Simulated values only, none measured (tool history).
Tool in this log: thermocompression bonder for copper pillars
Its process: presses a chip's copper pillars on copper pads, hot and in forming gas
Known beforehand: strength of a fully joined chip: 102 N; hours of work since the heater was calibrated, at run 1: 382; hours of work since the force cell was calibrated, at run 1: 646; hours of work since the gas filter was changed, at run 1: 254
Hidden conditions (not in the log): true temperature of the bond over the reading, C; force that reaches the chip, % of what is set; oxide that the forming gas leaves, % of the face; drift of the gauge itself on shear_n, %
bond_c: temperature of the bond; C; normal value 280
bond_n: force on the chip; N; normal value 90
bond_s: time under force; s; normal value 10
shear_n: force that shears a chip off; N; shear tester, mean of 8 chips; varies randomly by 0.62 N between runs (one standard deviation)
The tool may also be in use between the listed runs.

run,hour,bond_c,bond_n,bond_s,hours of work since the heater was calibrated,hours of work since the force cell was calibrated,hours of work since the gas filter was changed,shear_n
1,0.0,280,90,10,382,646,254,30.1
2,13.5,280,90,10,388,652,260,31.2
3,33.3,280,90,10,396,660,268,31.0
4,46.1,280,90,10,402,666,274,29.5
5,72.3,280,90,10,413,677,285,29.6
6,97.2,280,90,10,424,688,296,29.0
# hour 101.1: heater calibrated with a thermocouple chip
7,121.9,280,90,10,9,697,305,29.4
8,145.2,291,126,5,19,707,315,37.8
9,173.4,308,87,9,31,719,327,38.9
10,192.9,251,107,8,39,728,336,19.0
11,208.0,269,90,7,46,734,342,20.2
12,235.3,269,90,7,57,746,354,20.3
13,263.3,269,90,7,69,758,366,19.9
# hour 278.0: heater calibrated with a thermocouple chip, once more
14,283.0,302,97,8,2,765,373,39.6

Describe how what the log doesn't record of the tool's condition differs between the last listed run preceding each entry between runs and the first listed run following it.
After run 6, before run 7: heater calibrated with a thermocouple chip (hour 101.1)
  true temperature of the bond over the reading, C: -2.8 -> -4.1; force that reaches the chip, % of what is set: 92.8 -> 92.7; oxide that the forming gas leaves, % of the face: 6.92 -> 7.13
  measured value less the no-hidden-state value, shear_n: -6.4 -> -7.1 N
After run 13, before run 14: heater calibrated with a thermocouple chip, once more (hour 278.0)
  true temperature of the bond over the reading, C: -4.6 -> -0.8; force that reaches the chip, % of what is set: 92.1 -> 92; oxide that the forming gas leaves, % of the face: 8.48 -> 8.64
  measured value less the no-hidden-state value, shear_n: -6.0 -> -7.8 N
